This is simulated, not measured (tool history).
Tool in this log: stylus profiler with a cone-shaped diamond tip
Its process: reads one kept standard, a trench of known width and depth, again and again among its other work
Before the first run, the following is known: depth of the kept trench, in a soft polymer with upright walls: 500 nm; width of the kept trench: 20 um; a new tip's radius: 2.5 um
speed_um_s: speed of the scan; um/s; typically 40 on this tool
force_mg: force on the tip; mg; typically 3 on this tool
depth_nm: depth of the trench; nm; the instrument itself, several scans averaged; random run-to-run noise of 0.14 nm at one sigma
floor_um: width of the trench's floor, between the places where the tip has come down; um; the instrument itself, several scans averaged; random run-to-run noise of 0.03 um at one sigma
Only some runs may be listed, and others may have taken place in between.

{"run": 1, "hour": 0.0, "speed_um_s": 40, "force_mg": 3, "depth_nm": 506.78, "floor_um": 16.74}
{"run": 2, "hour": 11.0, "speed_um_s": 40, "force_mg": 3, "depth_nm": 506.93, "floor_um": 16.8}
{"run": 3, "hour": 37.3, "speed_um_s": 40, "force_mg": 3, "depth_nm": 506.77, "floor_um": 16.79}
{"run": 4, "hour": 48.6, "speed_um_s": 40, "force_mg": 3, "depth_nm": 507.16, "floor_um": 16.74}
{"run": 5, "hour": 74.7, "speed_um_s": 40, "force_mg": 3, "depth_nm": 506.73, "floor_um": 16.75}
{"run": 6, "hour": 88.5, "speed_um_s": 40, "force_mg": 3, "depth_nm": 506.74, "floor_um": 16.73}
{"hour": 91.2, "done": "height scale calibrated on a step standard"}
{"run": 7, "hour": 114.4, "speed_um_s": 40, "force_mg": 3, "depth_nm": 506.97, "floor_um": 16.77}
{"run": 8, "hour": 125.4, "speed_um_s": 40, "force_mg": 3, "depth_nm": 507.3, "floor_um": 16.77}
{"run": 9, "hour": 144.3, "speed_um_s": 47, "force_mg": 3, "depth_nm": 507.43, "floor_um": 16.73}
{"run": 10, "hour": 161.8, "speed_um_s": 47, "force_mg": 3, "depth_nm": 507.22, "floor_um": 16.71}
{"run": 11, "hour": 185.5, "speed_um_s": 47, "force_mg": 3, "depth_nm": 507.28, "floor_um": 16.72}
{"run": 12, "hour": 205.8, "speed_um_s": 47, "force_mg": 2.37, "depth_nm": 506.38, "floor_um": 16.65}
{"run": 13, "hour": 223.2, "speed_um_s": 33, "force_mg": 3.91, "depth_nm": 508.53, "floor_um": 16.67}
{"run": 14, "hour": 236.2, "speed_um_s": 33, "force_mg": 3.91, "depth_nm": 508.51, "floor_um": 16.76}
{"hour": 238.8, "done": "height scale calibrated on a step standard, once more"}
{"run": 15, "hour": 254.5, "speed_um_s": 33, "force_mg": 1.67, "depth_nm": 504.13, "floor_um": 16.65}
{"run": 16, "hour": 273.5, "speed_um_s": 28, "force_mg": 6.21, "depth_nm": 509.89, "floor_um": 16.8}

Branching from run 16: 5 alternative next runs. What would each branch give?
{"run": "A", "hour": 285.1, "speed_um_s": 120, "force_mg": 1.08, "depth_nm": "?", "floor_um": "?"}
{"run": "B", "hour": 285.1, "speed_um_s": 12, "force_mg": 4.25, "depth_nm": "?", "floor_um": "?"}
{"run": "C", "hour": 285.1, "speed_um_s": 114, "force_mg": 6.95, "depth_nm": "?", "floor_um": "?"}
{"run": "D", "hour": 285.1, "speed_um_s": 18, "force_mg": 8.93, "depth_nm": "?", "floor_um": "?"}
{"run": "E", "hour": 285.1, "speed_um_s": 24, "force_mg": 1.98, "depth_nm": "?", "floor_um": "?"}

run=A depth_nm=503.26 floor_um=16.08
run=B depth_nm=507.89 floor_um=16.81
run=C depth_nm=510.98 floor_um=16.56
run=D depth_nm=513.07 floor_um=16.84
run=E depth_nm=504.93 floor_um=16.67
Stripped of hidden state, with their random variation kept, the same runs would have yielded:
run=A depth_nm=503.25 floor_um=16.23
run=B depth_nm=507.88 floor_um=16.96
run=C depth_nm=510.98 floor_um=16.71
run=D depth_nm=513.07 floor_um=16.99
run=E depth_nm=504.92 floor_um=16.81

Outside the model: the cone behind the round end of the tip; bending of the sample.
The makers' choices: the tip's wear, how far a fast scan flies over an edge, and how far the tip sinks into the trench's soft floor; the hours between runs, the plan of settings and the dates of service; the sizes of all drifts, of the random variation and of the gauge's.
